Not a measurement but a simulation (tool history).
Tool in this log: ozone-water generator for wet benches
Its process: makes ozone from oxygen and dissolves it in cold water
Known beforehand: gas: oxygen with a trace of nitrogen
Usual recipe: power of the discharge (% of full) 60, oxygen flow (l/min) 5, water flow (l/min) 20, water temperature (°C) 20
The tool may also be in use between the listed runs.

| run | hour | power of the discharge (% of full) | oxygen flow (l/min) | water flow (l/min) | water temperature (°C) | dissolved ozone (ppm) | ozone in the gas ahead of the water (g/m3) |
|---|---|---|---|---|---|---|---|
| 1 | 0 | 60 | 5 | 20 | 20 | 16.9 | 192.7 |
| 2 | 107 | 60 | 5 | 20 | 20 | 16.8 | 195.1 |
| 3 | 187.8 | 60 | 5 | 20 | 20 | 16.8 | 193.2 |
| 4 | 319.6 | 60 | 5 | 20 | 20 | 16.7 | 195.6 |
| 5 | 471 | 60 | 5 | 20 | 20 | 17 | 195.5 |
| 6 | 612.1 | 60 | 5 | 20 | 20 | 17 | 194.8 |
| 7 | 683.1 | 60 | 5 | 20 | 20 | 16.9 | 193.3 |
| 8 | 796.6 | 60 | 8.84 | 20 | 20 | 15.4 | 135.5 |
| 9 | 923.8 | 60 | 8.84 | 20 | 20 | 15.3 | 133.8 |
| 10 | 1026.4 | 60 | 5 | 20 | 20 | 16.9 | 194.3 |
| 11 | 1108.6 | 60 | 5 | 20 | 20 | 17 | 194.8 |
| 12 | 1254.4 | 60 | 5 | 20 | 21 | 16.6 | 194.3 |
| 13 | 1398.6 | 60 | 5 | 20 | 21 | 16.6 | 195.7 |
| 14 | 1503.1 | 60 | 5 | 20 | 20 | 17.1 | 192 |
| 15 | 1606.3 | 60 | 5 | 20 | 20 | 16.9 | 193.8 |
| 16 | 1756.7 | 60 | 5 | 20 | 20 | 16.7 | 192.9 |
| 17 | 1881.3 | 59 | 5.98 | 26 | 23 | 12.1 | 173.2 |
| 18 | 2005.3 | 59 | 5.98 | 26 | 23 | 12.4 | 171.3 |
| 19 | 2079.6 | 94 | 5 | 20 | 14 | 24.5 | 255.9 |
| 20 | 2213.2 | 56 | 5 | 24 | 20 | 13.5 | 187.6 |
| 21 | 2276.9 | 56 | 5 | 15 | 20 | 20.8 | 185.5 |
| 22 | 2353.1 | 60 | 5 | 14 | 16 | 24.6 | 194.5 |
| 23 | 2497.5 | 51 | 2.8 | 19 | 18 | 16.6 | 252.2 |
| 24 | 2612.3 | 53 | 5.05 | 16 | 26 | 17 | 175.3 |
| 25 | 2740.2 | 53 | 5.05 | 16 | 26 | 17.1 | 178.6 |
| 26 | 2856.2 | 75 | 3.12 | 20 | 20 | 19.6 | 303.5 |
| 27 | 2997.1 | 48 | 5 | 20 | 20 | 14.6 | 168 |
| 28 | 3106.8 | 48 | 5 | 20 | 20 | 14.7 | 167.7 |
| 29 | 3223.5 | 48 | 5 | 14 | 20 | 20 | 169.2 |
| 30 | 3373 | 60 | 5 | 17 | 17 | 20.5 | 193.5 |
| 31 | 3519.8 | 60 | 5 | 17 | 17 | 20.5 | 193.8 |
| 32 | 3645.9 | 60 | 8.79 | 20 | 20 | 15.3 | 134.9 |

Not shown: 2 entries that the log had between the listed runs. Between which runs, and how does the tool's hidden state differ before and after?
Runs 17 to 18: contactor cleaned (hour 1932.7)
  nothing in the hidden state changes from one run to the other
Runs 31 to 32: water thermometer calibrated (hour 3575.6)
  nothing in the hidden state changes from one run to the other
